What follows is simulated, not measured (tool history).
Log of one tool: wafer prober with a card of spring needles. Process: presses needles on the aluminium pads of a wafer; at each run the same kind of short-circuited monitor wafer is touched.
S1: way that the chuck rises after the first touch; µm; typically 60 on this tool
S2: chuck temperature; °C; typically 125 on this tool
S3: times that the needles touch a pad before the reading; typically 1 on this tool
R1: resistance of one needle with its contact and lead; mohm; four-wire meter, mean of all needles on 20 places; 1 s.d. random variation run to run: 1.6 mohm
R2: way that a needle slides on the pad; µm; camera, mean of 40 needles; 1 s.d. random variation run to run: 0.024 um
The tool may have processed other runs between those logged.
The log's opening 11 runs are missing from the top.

-- hour=158.2 tips cleaned on abrasive film
-- hour=171 tips cleaned on abrasive film
run 12 hour=176.9 | S1=54 S2=125 S3=1 | R1=286 R2=9.65
-- hour=183.7 tips cleaned on abrasive film
run 13 hour=186.4 | S1=54 S2=125 S3=1 | R1=241 R2=9.64
-- hour=196.5 tips cleaned on abrasive film
run 14 hour=196.5 | S1=47 S2=125 S3=1 | R1=194 R2=8.33
-- hour=209.7 tips cleaned on abrasive film
run 15 hour=218.7 | S1=47 S2=125 S3=1 | R1=370 R2=8.31
-- hour=221 height of the first contact set anew
-- hour=223.7 tips cleaned on abrasive film
run 16 hour=229.4 | S1=60 S2=125 S3=1 | R1=256 R2=10.82
-- hour=237.1 tips cleaned on abrasive film
run 17 hour=242.9 | S1=52 S2=26 S3=1 | R1=294 R2=9.37
-- hour=250.9 tips cleaned on abrasive film
run 18 hour=256 | S1=63 S2=114 S3=2 | R1=208 R2=11.34
-- hour=263.1 tips cleaned on abrasive film
run 19 hour=274 | S1=60 S2=125 S3=1 | R1=298 R2=10.79
-- hour=276.1 tips cleaned on abrasive film
-- hour=288.8 tips cleaned on abrasive film
run 20 hour=296.4 | S1=60 S2=31 S3=2 | R1=229 R2=10.8
-- hour=301.7 tips cleaned on abrasive film
run 21 hour=305.5 | S1=60 S2=31 S3=2 | R1=198 R2=10.81
-- hour=315.5 tips cleaned on abrasive film
run 22 hour=315.5 | S1=60 S2=46 S3=1 | R1=164 R2=10.73
-- hour=329.1 tips cleaned on abrasive film
run 23 hour=329.5 | S1=60 S2=46 S3=1 | R1=165 R2=10.76
-- hour=342.8 tips cleaned on abrasive film
run 24 hour=347.9 | S1=60 S2=46 S3=1 | R1=241 R2=10.71
-- hour=356.4 tips cleaned on abrasive film
run 25 hour=360.3 | S1=60 S2=46 S3=1 | R1=240 R2=10.75
-- hour=369.6 tips cleaned on abrasive film
run 26 hour=377.3 | S1=49 S2=125 S3=2 | R1=268 R2=8.74
-- hour=382.3 tips cleaned on abrasive film
-- hour=394.6 tips cleaned on abrasive film
run 27 hour=399.7 | S1=62 S2=56 S3=2 | R1=206 R2=11.08
-- hour=407.8 tips cleaned on abrasive film
run 28 hour=411 | S1=66 S2=56 S3=2 | R1=187 R2=11.84
-- hour=420.6 tips cleaned on abrasive film
-- hour=433.1 tips cleaned on abrasive film
run 29 hour=433.2 | S1=62 S2=56 S3=2 | R1=160 R2=11.07
-- hour=441.9 height of the first contact set anew
-- hour=445.9 tips cleaned on abrasive film
run 30 hour=445.9 | S1=62 S2=56 S3=2 | R1=154 R2=11.18
run 31 hour=457.6 | S1=42 S2=58 S3=2 | R1=346 R2=7.58

Here are 3 independent what-if runs from the current tool condition. What would each one return?
-- hour=459.3 tips cleaned on abrasive film
-- hour=471.6 tips cleaned on abrasive film
run A hour=473.8 | S1=61 S2=125 S3=1 | R1=? R2=?
-- hour=459.3 tips cleaned on abrasive film
-- hour=471.6 tips cleaned on abrasive film
run B hour=473.8 | S1=60 S2=55 S3=1 | R1=? R2=?
-- hour=459.3 tips cleaned on abrasive film
-- hour=471.6 tips cleaned on abrasive film
run C hour=473.8 | S1=42 S2=68 S3=2 | R1=? R2=?

run=A R1=205 R2=10.92
run=B R1=201 R2=10.81
run=C R1=220 R2=7.56
Without the tool's hidden state the same runs would have given:
run=A R1=158 R2=10.95
run=B R1=146 R2=10.84
run=C R1=156 R2=7.59
